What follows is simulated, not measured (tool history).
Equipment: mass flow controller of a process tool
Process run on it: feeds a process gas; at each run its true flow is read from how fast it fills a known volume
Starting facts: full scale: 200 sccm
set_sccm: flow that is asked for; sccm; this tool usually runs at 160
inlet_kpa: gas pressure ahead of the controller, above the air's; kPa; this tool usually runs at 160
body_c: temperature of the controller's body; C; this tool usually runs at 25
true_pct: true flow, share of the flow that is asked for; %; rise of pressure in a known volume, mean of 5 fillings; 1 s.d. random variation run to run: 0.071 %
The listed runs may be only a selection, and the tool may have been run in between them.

Run 1, hour 0.0: usual settings. Result: true_pct 96.22 %.
Run 2, hour 358.5: usual settings but inlet_kpa 199 kPa. Result: true_pct 95.87 %.
Run 3, hour 651.3: usual settings but set_sccm 196 sccm. Result: true_pct 96.16 %.
Run 4, hour 916.4: usual settings but set_sccm 196 sccm. Result: true_pct 96.08 %.
Run 5, hour 1149.6: usual settings but set_sccm 171 sccm. Result: true_pct 95.67 %.
At hour 1173.4: controller's zero set anew.
Run 6, hour 1315.5: usual settings but inlet_kpa 142 kPa. Result: true_pct 95.41 %.
Run 7, hour 1713.8: usual settings but set_sccm 32 sccm. Result: true_pct 92.20 %.
Run 8, hour 1907.0: usual settings but inlet_kpa 163 kPa. Result: true_pct 94.97 %.
Run 9, hour 2169.3: usual settings but set_sccm 176 sccm, inlet_kpa 271 kPa, body_c 32 C. Result: true_pct 95.34 %.
Run 10, hour 2356.8: usual settings but set_sccm 98 sccm, body_c 24 C. Result: true_pct 93.56 %.
At hour 2499.6: controller exchanged for a calibrated one.
At hour 2604.9: controller's zero set anew, once more.
Run 11, hour 2662.8: usual settings but set_sccm 30 sccm, inlet_kpa 270 kPa, body_c 35 C. Result: true_pct 98.82 %.
Run 12, hour 2868.8: usual settings but set_sccm 99 sccm, inlet_kpa 170 kPa, body_c 38 C. Result: true_pct 100.25 %.
Run 13, hour 3045.3: usual settings but set_sccm 99 sccm, inlet_kpa 170 kPa, body_c 26 C. Result: true_pct 99.02 %.

Alternative continuations, all from the tool just after run 13; predict every row:
Run A, hour 3274.8: usual settings but set_sccm 99 sccm, inlet_kpa 206 kPa, body_c 31 C. Result: true_pct ?.
Run B, hour 3274.8: usual settings but set_sccm 110 sccm, inlet_kpa 141 kPa, body_c 26 C. Result: true_pct ?.
Run C, hour 3274.8: usual settings but set_sccm 88 sccm, inlet_kpa 167 kPa, body_c 23 C. Result: true_pct ?.
Run D, hour 3274.8: usual settings but set_sccm 99 sccm, inlet_kpa 277 kPa, body_c 22 C. Result: true_pct ?.

run  true_pct
  A     99.15
  B     99.08
  C     98.18
  D     97.77
Stripped of hidden state, with their random variation kept, the same runs would have yielded:
run  true_pct
  A     99.50
  B     99.41
  C     98.55
  D     98.11
